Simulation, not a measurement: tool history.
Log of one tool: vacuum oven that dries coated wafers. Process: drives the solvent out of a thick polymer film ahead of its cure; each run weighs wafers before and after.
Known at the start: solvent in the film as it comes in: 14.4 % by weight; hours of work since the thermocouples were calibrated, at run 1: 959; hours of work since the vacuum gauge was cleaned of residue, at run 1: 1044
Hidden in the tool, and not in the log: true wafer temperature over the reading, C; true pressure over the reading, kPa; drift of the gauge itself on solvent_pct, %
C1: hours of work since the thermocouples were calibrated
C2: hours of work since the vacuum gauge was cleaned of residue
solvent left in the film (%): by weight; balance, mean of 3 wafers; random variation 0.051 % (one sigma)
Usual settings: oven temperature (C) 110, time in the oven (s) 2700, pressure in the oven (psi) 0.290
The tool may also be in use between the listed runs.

{"run": 1, "hour": 0.0, "oven temperature (C)": 110, "time in the oven (s)": 2700, "pressure in the oven (psi)": 0.29, "C1": 959, "C2": 1044, "solvent left in the film (%)": 2.57}
{"run": 2, "hour": 61.8, "oven temperature (C)": 110, "time in the oven (s)": 2700, "pressure in the oven (psi)": 0.29, "C1": 990, "C2": 1075, "solvent left in the film (%)": 2.57}
{"hour": 89.3, "done": "oven's thermocouples calibrated"}
{"run": 3, "hour": 162.3, "oven temperature (C)": 119, "time in the oven (s)": 2700, "pressure in the oven (psi)": 0.29, "C1": 37, "C2": 1126, "solvent left in the film (%)": 1.42}
{"run": 4, "hour": 254.2, "oven temperature (C)": 110, "time in the oven (s)": 2700, "pressure in the oven (psi)": 0.29, "C1": 84, "C2": 1173, "solvent left in the film (%)": 2.49}
{"run": 5, "hour": 348.9, "oven temperature (C)": 110, "time in the oven (s)": 2700, "pressure in the oven (psi)": 0.29, "C1": 133, "C2": 1221, "solvent left in the film (%)": 2.5}
{"run": 6, "hour": 427.7, "oven temperature (C)": 110, "time in the oven (s)": 1860, "pressure in the oven (psi)": 0.29, "C1": 173, "C2": 1262, "solvent left in the film (%)": 3.85}
{"run": 7, "hour": 492.2, "oven temperature (C)": 110, "time in the oven (s)": 1860, "pressure in the oven (psi)": 0.29, "C1": 206, "C2": 1295, "solvent left in the film (%)": 3.97}
{"run": 8, "hour": 586.7, "oven temperature (C)": 110, "time in the oven (s)": 1860, "pressure in the oven (psi)": 0.29, "C1": 255, "C2": 1343, "solvent left in the film (%)": 4.01}
{"run": 9, "hour": 673.6, "oven temperature (C)": 114, "time in the oven (s)": 2700, "pressure in the oven (psi)": 0.29, "C1": 299, "C2": 1387, "solvent left in the film (%)": 2.03}
{"run": 10, "hour": 723.9, "oven temperature (C)": 124, "time in the oven (s)": 2700, "pressure in the oven (psi)": 0.29, "C1": 325, "C2": 1413, "solvent left in the film (%)": 1.04}
{"run": 11, "hour": 787.4, "oven temperature (C)": 124, "time in the oven (s)": 2700, "pressure in the oven (psi)": 0.29, "C1": 357, "C2": 1446, "solvent left in the film (%)": 1.05}
{"run": 12, "hour": 842.5, "oven temperature (C)": 124, "time in the oven (s)": 2700, "pressure in the oven (psi)": 0.29, "C1": 386, "C2": 1474, "solvent left in the film (%)": 1.04}
{"run": 13, "hour": 900.0, "oven temperature (C)": 110, "time in the oven (s)": 2700, "pressure in the oven (psi)": 0.29, "C1": 415, "C2": 1503, "solvent left in the film (%)": 2.61}
{"run": 14, "hour": 996.7, "oven temperature (C)": 110, "time in the oven (s)": 2700, "pressure in the oven (psi)": 0.29, "C1": 465, "C2": 1553, "solvent left in the film (%)": 2.64}
{"run": 15, "hour": 1063.6, "oven temperature (C)": 110, "time in the oven (s)": 2700, "pressure in the oven (psi)": 0.29, "C1": 499, "C2": 1587, "solvent left in the film (%)": 2.56}
{"run": 16, "hour": 1152.3, "oven temperature (C)": 110, "time in the oven (s)": 2700, "pressure in the oven (psi)": 0.29, "C1": 544, "C2": 1633, "solvent left in the film (%)": 2.57}
{"run": 17, "hour": 1242.7, "oven temperature (C)": 110, "time in the oven (s)": 2700, "pressure in the oven (psi)": 0.29, "C1": 591, "C2": 1679, "solvent left in the film (%)": 2.6}
{"run": 18, "hour": 1291.1, "oven temperature (C)": 110, "time in the oven (s)": 2700, "pressure in the oven (psi)": 1.112, "C1": 615, "C2": 1704, "solvent left in the film (%)": 4.74}
{"run": 19, "hour": 1352.7, "oven temperature (C)": 110, "time in the oven (s)": 2700, "pressure in the oven (psi)": 1.112, "C1": 647, "C2": 1735, "solvent left in the film (%)": 4.6}
{"run": 20, "hour": 1414.3, "oven temperature (C)": 110, "time in the oven (s)": 2700, "pressure in the oven (psi)": 1.112, "C1": 678, "C2": 1767, "solvent left in the film (%)": 4.74}
{"run": 21, "hour": 1472.3, "oven temperature (C)": 110, "time in the oven (s)": 2700, "pressure in the oven (psi)": 1.112, "C1": 708, "C2": 1796, "solvent left in the film (%)": 4.82}
{"run": 22, "hour": 1516.9, "oven temperature (C)": 99, "time in the oven (s)": 4320, "pressure in the oven (psi)": 0.48, "C1": 731, "C2": 1819, "solvent left in the film (%)": 3.72}
{"run": 23, "hour": 1578.9, "oven temperature (C)": 99, "time in the oven (s)": 4320, "pressure in the oven (psi)": 0.48, "C1": 763, "C2": 1851, "solvent left in the film (%)": 3.69}
{"run": 24, "hour": 1661.8, "oven temperature (C)": 99, "time in the oven (s)": 4320, "pressure in the oven (psi)": 0.48, "C1": 805, "C2": 1893, "solvent left in the film (%)": 3.74}
{"run": 25, "hour": 1755.5, "oven temperature (C)": 123, "time in the oven (s)": 1500, "pressure in the oven (psi)": 1.025, "C1": 853, "C2": 1941, "solvent left in the film (%)": 3.7}
{"run": 26, "hour": 1837.2, "oven temperature (C)": 110, "time in the oven (s)": 3420, "pressure in the oven (psi)": 0.29, "C1": 895, "C2": 1983, "solvent left in the film (%)": 1.84}
{"run": 27, "hour": 1913.1, "oven temperature (C)": 110, "time in the oven (s)": 3420, "pressure in the oven (psi)": 0.29, "C1": 934, "C2": 2022, "solvent left in the film (%)": 1.92}
{"run": 28, "hour": 1999.4, "oven temperature (C)": 122, "time in the oven (s)": 4320, "pressure in the oven (psi)": 0.29, "C1": 978, "C2": 2066, "solvent left in the film (%)": 0.61}
{"hour": 2050.1, "done": "oven's thermocouples calibrated"}
{"run": 29, "hour": 2098.8, "oven temperature (C)": 122, "time in the oven (s)": 2040, "pressure in the oven (psi)": 0.29, "C1": 25, "C2": 2116, "solvent left in the film (%)": 1.81}
{"run": 30, "hour": 2175.1, "oven temperature (C)": 122, "time in the oven (s)": 2040, "pressure in the oven (psi)": 0.29, "C1": 64, "C2": 2155, "solvent left in the film (%)": 1.76}
{"run": 31, "hour": 2237.0, "oven temperature (C)": 122, "time in the oven (s)": 2040, "pressure in the oven (psi)": 0.29, "C1": 96, "C2": 2187, "solvent left in the film (%)": 1.79}
{"run": 32, "hour": 2313.9, "oven temperature (C)": 122, "time in the oven (s)": 2040, "pressure in the oven (psi)": 0.29, "C1": 135, "C2": 2226, "solvent left in the film (%)": 1.77}
{"run": 33, "hour": 2407.4, "oven temperature (C)": 122, "time in the oven (s)": 2040, "pressure in the oven (psi)": 0.29, "C1": 183, "C2": 2274, "solvent left in the film (%)": 1.8}
{"run": 34, "hour": 2469.2, "oven temperature (C)": 119, "time in the oven (s)": 2220, "pressure in the oven (psi)": 1.007, "C1": 215, "C2": 2306, "solvent left in the film (%)": 3.28}
{"run": 35, "hour": 2558.2, "oven temperature (C)": 122, "time in the oven (s)": 2220, "pressure in the oven (psi)": 1.007, "C1": 260, "C2": 2351, "solvent left in the film (%)": 2.89}
{"run": 36, "hour": 2640.7, "oven temperature (C)": 122, "time in the oven (s)": 2220, "pressure in the oven (psi)": 1.007, "C1": 302, "C2": 2394, "solvent left in the film (%)": 2.83}
{"run": 37, "hour": 2724.3, "oven temperature (C)": 106, "time in the oven (s)": 1740, "pressure in the oven (psi)": 1.007, "C1": 345, "C2": 2436, "solvent left in the film (%)": 6.77}
{"run": 38, "hour": 2765.0, "oven temperature (C)": 106, "time in the oven (s)": 1740, "pressure in the oven (psi)": 1.007, "C1": 366, "C2": 2457, "solvent left in the film (%)": 6.56}
{"run": 39, "hour": 2806.5, "oven temperature (C)": 106, "time in the oven (s)": 1740, "pressure in the oven (psi)": 1.007, "C1": 387, "C2": 2478, "solvent left in the film (%)": 6.61}
{"run": 40, "hour": 2880.0, "oven temperature (C)": 106, "time in the oven (s)": 1740, "pressure in the oven (psi)": 1.007, "C1": 425, "C2": 2516, "solvent left in the film (%)": 6.64}
{"run": 41, "hour": 2959.2, "oven temperature (C)": 120, "time in the oven (s)": 1740, "pressure in the oven (psi)": 0.215, "C1": 465, "C2": 2557, "solvent left in the film (%)": 2.4}

4 ways to go on from here, each from the tool as it stands after run 41. What would each give?
{"run": "A", "hour": 3019.1, "oven temperature (C)": 96, "time in the oven (s)": 3900, "pressure in the oven (psi)": 0.215, "C1": 496, "C2": 2587, "solvent left in the film (%)": "?"}
{"run": "B", "hour": 3019.1, "oven temperature (C)": 118, "time in the oven (s)": 2220, "pressure in the oven (psi)": 0.203, "C1": 496, "C2": 2587, "solvent left in the film (%)": "?"}
{"run": "C", "hour": 3019.1, "oven temperature (C)": 120, "time in the oven (s)": 1680, "pressure in the oven (psi)": 0.29, "C1": 496, "C2": 2587, "solvent left in the film (%)": "?"}
{"run": "D", "hour": 3019.1, "oven temperature (C)": 101, "time in the oven (s)": 1800, "pressure in the oven (psi)": 0.363, "C1": 496, "C2": 2587, "solvent left in the film (%)": "?"}

run=A solvent_left_in_the_film_(%)=3.56
run=B solvent_left_in_the_film_(%)=1.89
run=C solvent_left_in_the_film_(%)=2.57
run=D solvent_left_in_the_film_(%)=5.98
Without the tool's hidden state the same runs would have given:
run=A solvent_left_in_the_film_(%)=3.52
run=B solvent_left_in_the_film_(%)=1.87
run=C solvent_left_in_the_film_(%)=2.56
run=D solvent_left_in_the_film_(%)=5.96
